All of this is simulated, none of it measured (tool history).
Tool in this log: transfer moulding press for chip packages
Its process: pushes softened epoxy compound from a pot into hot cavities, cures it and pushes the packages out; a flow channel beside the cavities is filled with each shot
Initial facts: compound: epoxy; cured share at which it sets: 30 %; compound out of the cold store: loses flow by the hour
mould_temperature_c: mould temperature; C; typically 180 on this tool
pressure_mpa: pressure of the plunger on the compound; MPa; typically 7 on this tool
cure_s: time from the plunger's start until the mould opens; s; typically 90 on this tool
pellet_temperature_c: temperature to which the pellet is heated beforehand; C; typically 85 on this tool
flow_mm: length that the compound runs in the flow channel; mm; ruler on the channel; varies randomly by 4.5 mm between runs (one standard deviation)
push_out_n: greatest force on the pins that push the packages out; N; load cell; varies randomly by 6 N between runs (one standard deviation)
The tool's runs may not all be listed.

run,day,mould_temperature_c,pressure_mpa,cure_s,pellet_temperature_c,incoming compound's hours out of the cold store,flow_mm,push_out_n
1,0,180,7,90,85,24.4,537,329
# day 0.833: cavities cleaned with cleaning compound and waxed
# day 2.567: cavities cleaned with cleaning compound and waxed
2,2.883,180,7,90,85,12.7,562,273
# day 4.238: cavities cleaned with cleaning compound and waxed
# day 4.971: plunger's sealing rings changed
3,5.488,180,7,90,85,11.6,574,359
# day 6.033: cavities cleaned with cleaning compound and waxed
4,6.846,177,7,90,85,12.8,581,376
# day 7.788: cavities cleaned with cleaning compound and waxed
# day 9.504: cavities cleaned with cleaning compound and waxed
5,9.95,180,7,90,85,34.6,523,282
# day 11.1: cavities cleaned with cleaning compound and waxed
6,12.421,180,7,90,85,15.8,561,379
# day 12.725: cavities cleaned with cleaning compound and waxed
# day 14.508: cavities cleaned with cleaning compound and waxed
7,14.808,180,7,90,85,10,584,271
# day 16.262: cavities cleaned with cleaning compound and waxed
8,16.446,180,7,90,85,30.6,521,265
# day 17.904: cavities cleaned with cleaning compound and waxed
9,18.925,180,7,90,85,25.4,535,340
# day 19.662: cavities cleaned with cleaning compound and waxed
# day 21.508: cavities cleaned with cleaning compound and waxed
10,21.971,180,7,90,85,27.7,527,292
# day 23.142: cavities cleaned with cleaning compound and waxed
# day 24.829: cavities cleaned with cleaning compound and waxed
11,25.075,180,7,90,85,31.1,522,267
# day 26.592: cavities cleaned with cleaning compound and waxed
12,26.592,180,6.28,90,85,34.1,478,236
# day 27.4: plunger's sealing rings changed
13,28.221,180,7,90,85,8.4,600,395
# day 28.517: cavities cleaned with cleaning compound and waxed
# day 30.242: cavities cleaned with cleaning compound and waxed
14,30.338,175,7,90,90,13.3,595,343
# day 31.983: cavities cleaned with cleaning compound and waxed
15,32.638,180,8.35,108,94,31.1,588,274
# day 33.633: cavities cleaned with cleaning compound and waxed
# day 35.246: cavities cleaned with cleaning compound and waxed
16,35.4,177,7,90,89,34.4,524,287
# day 37.088: cavities cleaned with cleaning compound and waxed
17,37.438,177,7,90,89,17.6,569,323
# day 38.696: cavities cleaned with cleaning compound and waxed
18,40.079,175,6.08,74,84,33.1,496,734
# day 40.383: cavities cleaned with cleaning compound and waxed
# day 42.096: cavities cleaned with cleaning compound and waxed
19,42.454,173,7.46,105,78,26.3,565,310
# day 43.875: cavities cleaned with cleaning compound and waxed
20,44.612,185,7.46,123,78,47.2,493,278
# day 45.575: cavities cleaned with cleaning compound and waxed
21,46.171,180,5.36,80,79,35.8,451,381
# day 47.242: cavities cleaned with cleaning compound and waxed
22,48.542,180,6.35,90,85,40,474,394
# day 49: cavities cleaned with cleaning compound and waxed
# day 49.675: plunger's sealing rings changed
# day 50.821: mould's thermocouples calibrated
# day 50.883: cavities cleaned with cleaning compound and waxed
23,50.929,180,6.35,90,85,43.3,485,231
# day 52.517: cavities cleaned with cleaning compound and waxed
24,53.292,180,6.35,90,85,14.1,547,316
# day 54.146: cavities cleaned with cleaning compound and waxed
25,54.604,186,8.67,99,84,24.9,592,245

Consider 3 possible next runs. They are alternatives, not a sequence: every one starts from the tool as it was left by run 25. What does each give?
# day 55.792: cavities cleaned with cleaning compound and waxed
A,55.929,180,7,77,85,17.5,?,?
# day 55.792: cavities cleaned with cleaning compound and waxed
B,55.929,172,5.65,90,88,17.7,?,?
# day 55.792: cavities cleaned with cleaning compound and waxed
C,55.929,180,5.69,95,85,40.1,?,?

run,flow_mm,push_out_n
A,566,312
B,526,379
C,465,241
Had the tool no hidden state, the same runs would have come out as:
run,flow_mm,push_out_n
A,574,284
B,534,344
C,472,221
